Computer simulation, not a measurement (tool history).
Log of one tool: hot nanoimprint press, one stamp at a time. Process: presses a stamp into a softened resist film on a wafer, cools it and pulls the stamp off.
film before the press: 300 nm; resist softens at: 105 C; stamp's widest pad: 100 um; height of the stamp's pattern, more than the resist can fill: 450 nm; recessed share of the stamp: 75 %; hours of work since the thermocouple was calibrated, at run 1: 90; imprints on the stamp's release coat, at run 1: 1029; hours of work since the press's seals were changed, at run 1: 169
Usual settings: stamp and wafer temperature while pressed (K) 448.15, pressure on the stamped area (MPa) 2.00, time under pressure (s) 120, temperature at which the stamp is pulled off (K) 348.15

| run | day | stamp and wafer temperature while pressed (K) | pressure on the stamped area (MPa) | time under pressure (s) | temperature at which the stamp is pulled off (K) | hours of work since the thermocouple was calibrated | imprints on the stamp's release coat | hours of work since the press's seals were changed | resist left under the stamp's widest pad (nm) | greatest force while the stamp is pulled off (N) |
|---|---|---|---|---|---|---|---|---|---|---|
| 1 | 0.000 | 448.15 | 2.00 | 120 | 348.15 | 90 | 1029 | 169 | 174.3 | 142 |
| 2 | 0.321 | 448.15 | 2.00 | 120 | 348.15 | 94 | 1057 | 173 | 174.2 | 143 |
| 3 | 0.621 | 448.15 | 2.00 | 120 | 348.15 | 98 | 1083 | 177 | 175.6 | 142 |
| 4 | 0.983 | 448.15 | 2.00 | 144 | 348.15 | 103 | 1114 | 181 | 165.8 | 143 |
| 5 | 1.354 | 448.15 | 2.00 | 144 | 348.15 | 107 | 1146 | 186 | 167.2 | 142 |
| 6 | 1.700 | 457.15 | 2.00 | 144 | 348.15 | 112 | 1176 | 191 | 114.9 | 143 |
| 7 | 2.054 | 443.15 | 2.97 | 137 | 350.15 | 116 | 1207 | 195 | 177.1 | 139 |
| 8 | 2.254 | 454.15 | 1.36 | 67 | 352.15 | 119 | 1224 | 198 | 197.5 | 133 |
| 9 | 2.417 | 456.15 | 2.00 | 120 | 345.15 | 121 | 1238 | 200 | 129.2 | 151 |
| 10 | 2.600 | 456.15 | 2.00 | 120 | 345.15 | 123 | 1254 | 202 | 128.4 | 148 |
| 11 | 2.758 | 458.15 | 1.90 | 120 | 345.15 | 125 | 1268 | 204 | 121.8 | 155 |
| 12 | 2.967 | 458.15 | 1.60 | 81 | 349.15 | 128 | 1286 | 207 | 153.6 | 139 |

Forecast each of these 4 alternatives for the next run:
| A | 3.283 | 459.15 | 1.82 | 81 | 349.15 | 132 | 1313 | 211 | ? | ? |
| B | 3.283 | 448.15 | 2.00 | 86 | 340.15 | 132 | 1313 | 211 | ? | ? |
| C | 3.283 | 458.15 | 1.60 | 235 | 354.15 | 132 | 1313 | 211 | ? | ? |
| D | 3.283 | 448.15 | 2.00 | 120 | 355.15 | 132 | 1313 | 211 | ? | ? |

| run | resist left under the stamp's widest pad (nm) | greatest force while the stamp is pulled off (N) |
|---|---|---|
| A | 138.9 | 142 |
| B | 197.2 | 168 |
| C | 102.4 | 131 |
| D | 179.4 | 121 |
Without the tool's hidden state the same runs would have given:
| run | resist left under the stamp's widest pad (nm) | greatest force while the stamp is pulled off (N) |
|---|---|---|
| A | 136.2 | 139 |
| B | 193.4 | 166 |
| C | 100.4 | 129 |
| D | 175.9 | 119 |
